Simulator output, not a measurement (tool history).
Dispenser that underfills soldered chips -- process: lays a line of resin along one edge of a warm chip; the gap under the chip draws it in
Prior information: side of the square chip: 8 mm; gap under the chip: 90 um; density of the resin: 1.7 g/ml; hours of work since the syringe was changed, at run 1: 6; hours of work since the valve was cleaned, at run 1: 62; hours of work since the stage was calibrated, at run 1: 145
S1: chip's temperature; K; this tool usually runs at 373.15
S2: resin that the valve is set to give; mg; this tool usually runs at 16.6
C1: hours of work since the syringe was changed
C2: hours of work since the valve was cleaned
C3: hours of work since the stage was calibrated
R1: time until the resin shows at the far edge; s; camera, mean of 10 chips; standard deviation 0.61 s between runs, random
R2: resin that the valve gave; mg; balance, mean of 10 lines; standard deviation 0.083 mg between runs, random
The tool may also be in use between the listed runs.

run,hour,S1,S2,C1,C2,C3,R1,R2
1,0,373.15,16.6,6,62,145,77.5,15.73
# hour 2.3: new syringe of resin
2,6.5,381.15,16.6,3,67,149,44,15.68
# hour 12.3: new syringe of resin
3,17.2,381.15,16.6,4,74,157,48.4,15.54
# hour 21.7: new syringe of resin
4,29.4,364.15,16.6,6,83,166,114.7,15.51
# hour 31.1: new syringe of resin
5,37.8,374.15,16.6,5,89,172,71.1,15.43
# hour 40.3: new syringe of resin
# hour 50.1: new syringe of resin
6,51.3,374.15,16.6,1,98,181,51.4,15.37
7,57.5,374.15,16.6,5,103,186,73.5,15.17
# hour 59.2: new syringe of resin
# hour 68.9: new syringe of resin
# hour 70.7: dispensing valve cleaned and set on the balance
8,73.7,374.15,16.6,3,2,196,59.1,16.57
# hour 79: new syringe of resin
9,81.8,386.15,16.6,2,8,202,33.3,16.54
# hour 88.1: new syringe of resin
10,95.9,386.15,16.6,6,18,212,46.9,16.42
# hour 97.5: new syringe of resin
11,105.6,373.15,17.2,6,25,219,80.2,16.9
# hour 106.9: new syringe of resin
# hour 117.4: new syringe of resin
12,118.2,379.15,16.6,1,34,228,40.2,16.09
# hour 126.6: new syringe of resin
13,128.7,373.15,21.4,2,41,236,54.1,20.67
# hour 136.3: new syringe of resin
14,141.5,373.15,21.4,4,51,245,65.2,20.56
# hour 146.4: new syringe of resin
15,149.6,365.15,16.6,2,56,251,83.4,15.83
# hour 155.8: new syringe of resin
# hour 165.4: new syringe of resin
16,165.4,373.15,16.6,0,68,262,49.4,15.86
17,172.2,373.15,16.6,5,73,267,73.6,15.53
# hour 174.5: new syringe of resin
18,182.8,373.15,16.6,6,80,274,79.3,15.56
# hour 184.2: new syringe of resin
# hour 193.9: new syringe of resin
19,197.9,372.15,16.3,3,91,285,65.5,15.12
# hour 203.4: new syringe of resin
20,206.9,372.15,16.3,3,97,292,63.5,14.95
# hour 212.7: new syringe of resin
21,213.7,372.15,16.3,1,102,296,53.5,14.84
# hour 222.9: new syringe of resin
# hour 228.4: dispensing valve cleaned and set on the balance
22,228.7,372.15,16.3,4,0,306,67.8,16.14
# hour 233.6: new syringe of resin
# hour 243.6: new syringe of resin
23,244.4,373.15,15.4,1,11,318,51,15.2
# hour 253.4: new syringe of resin
24,259.1,378.15,17.7,4,22,328,54,17.36
# hour 262.5: new syringe of resin
25,265.8,376.15,21,2,27,333,51.3,20.54
# hour 272.2: new syringe of resin
26,274.9,376.15,18.6,2,33,339,48.5,18.01
# hour 282: new syringe of resin
27,283.6,384.15,16.5,1,39,346,32.4,15.91
# hour 291.7: new syringe of resin
28,293.1,384.15,16.5,1,46,352,32.4,15.76
# hour 301.3: new syringe of resin
29,308.3,379.15,16.6,5,57,363,58.1,15.96
# hour 310.6: new syringe of resin
30,314.8,369.15,20.5,3,62,368,73.3,19.41
# hour 319.7: new syringe of resin
31,323.9,365.15,17.4,3,68,374,87.5,16.41
# hour 329.1: new syringe of resin
32,333.4,375.15,20.4,3,75,381,57.3,19.21
# hour 338.6: new syringe of resin
33,341.8,375.15,20.4,2,81,387,50.7,19.02

Below are 5 alternative next runs, each starting from the tool's condition after run 33. Predict each:
# hour 348.2: new syringe of resin
A,355.2,375.15,15.8,5,91,397,?,?
# hour 348.2: new syringe of resin
B,355.2,374.15,16.6,5,91,397,?,?
# hour 348.2: new syringe of resin
C,355.2,368.15,18.7,5,91,397,?,?
# hour 348.2: new syringe of resin
D,355.2,373.15,17.5,5,91,397,?,?
# hour 348.2: new syringe of resin
E,355.2,383.15,21.2,5,91,397,?,?

run,R1,R2
A,66,14.67
B,68.2,15.37
C,87.7,17.27
D,71.1,16.26
E,46.3,19.61
Without the tool's hidden state the same runs would have given:
run,R1,R2
A,48.5,15.85
B,50.2,16.61
C,65.1,18.66
D,52.4,17.57
E,34,21.19

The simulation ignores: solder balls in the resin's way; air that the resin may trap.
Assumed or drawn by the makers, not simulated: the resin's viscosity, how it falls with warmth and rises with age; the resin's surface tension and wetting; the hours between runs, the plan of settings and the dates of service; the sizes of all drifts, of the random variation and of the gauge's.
